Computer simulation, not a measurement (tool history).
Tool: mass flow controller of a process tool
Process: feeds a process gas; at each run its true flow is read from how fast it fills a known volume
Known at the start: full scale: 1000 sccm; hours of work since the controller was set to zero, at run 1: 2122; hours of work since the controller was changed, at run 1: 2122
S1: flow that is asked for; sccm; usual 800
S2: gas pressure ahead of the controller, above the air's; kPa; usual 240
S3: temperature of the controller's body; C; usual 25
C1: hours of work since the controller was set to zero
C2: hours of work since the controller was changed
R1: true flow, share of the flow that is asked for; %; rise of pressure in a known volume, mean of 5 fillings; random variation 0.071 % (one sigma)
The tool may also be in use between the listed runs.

Run 1, hour 0.0: usual settings; C1 2122; C2 2122. Result: R1 99.57 %.
Run 2, hour 163.1: usual settings but S2 153 kPa; C1 2192; C2 2192. Result: R1 99.32 %.
Run 3, hour 510.3: usual settings but S1 151 sccm; C1 2340; C2 2340. Result: R1 98.15 %.
Run 4, hour 699.9: usual settings but S1 151 sccm; C1 2421; C2 2421. Result: R1 98.08 %.
Run 5, hour 957.7: usual settings but S1 151 sccm, S2 206 kPa; C1 2531; C2 2531. Result: R1 98.01 %.
Run 6, hour 1166.2: usual settings but S1 151 sccm, S2 206 kPa; C1 2620; C2 2620. Result: R1 98.11 %.
Run 7, hour 1366.7: usual settings but S1 151 sccm, S2 206 kPa; C1 2705; C2 2705. Result: R1 98.00 %.
Run 8, hour 1583.3: usual settings but S1 655 sccm, S2 196 kPa, S3 29 C; C1 2798; C2 2798. Result: R1 99.63 %.
Run 9, hour 1816.3: usual settings but S1 240 sccm; C1 2897; C2 2897. Result: R1 98.31 %.
Run 10, hour 2134.1: usual settings but S1 720 sccm, S2 159 kPa, S3 36 C; C1 3033; C2 3033. Result: R1 100.34 %.
Run 11, hour 2449.9: usual settings but S1 846 sccm; C1 3168; C2 3168. Result: R1 99.77 %.
Run 12, hour 2694.3: usual settings but S2 184 kPa; C1 3272; C2 3272. Result: R1 99.59 %.

5 ways to go on from here, each from the tool as it stands after run 12. What would each give?
Run A, hour 2939.2: usual settings but S1 350 sccm, S2 170 kPa, S3 28 C; C1 3376; C2 3376. Result: R1 ?.
Run B, hour 2939.2: usual settings but S2 217 kPa; C1 3376; C2 3376. Result: R1 ?.
Run C, hour 2939.2: usual settings but S2 141 kPa, S3 34 C; C1 3376; C2 3376. Result: R1 ?.
Run D, hour 2939.2: usual settings but S2 184 kPa, S3 21 C; C1 3376; C2 3376. Result: R1 ?.
Run E, hour 2939.2: usual settings but S1 184 sccm, S2 184 kPa, S3 20 C; C1 3376; C2 3376. Result: R1 ?.

run      R1
  A   98.75
  B   99.66
  C  100.44
  D   99.20
  E   97.66
Without the tool's hidden state the same runs would have given:
run      R1
  A   98.74
  B   99.66
  C  100.43
  D   99.19
  E   97.65

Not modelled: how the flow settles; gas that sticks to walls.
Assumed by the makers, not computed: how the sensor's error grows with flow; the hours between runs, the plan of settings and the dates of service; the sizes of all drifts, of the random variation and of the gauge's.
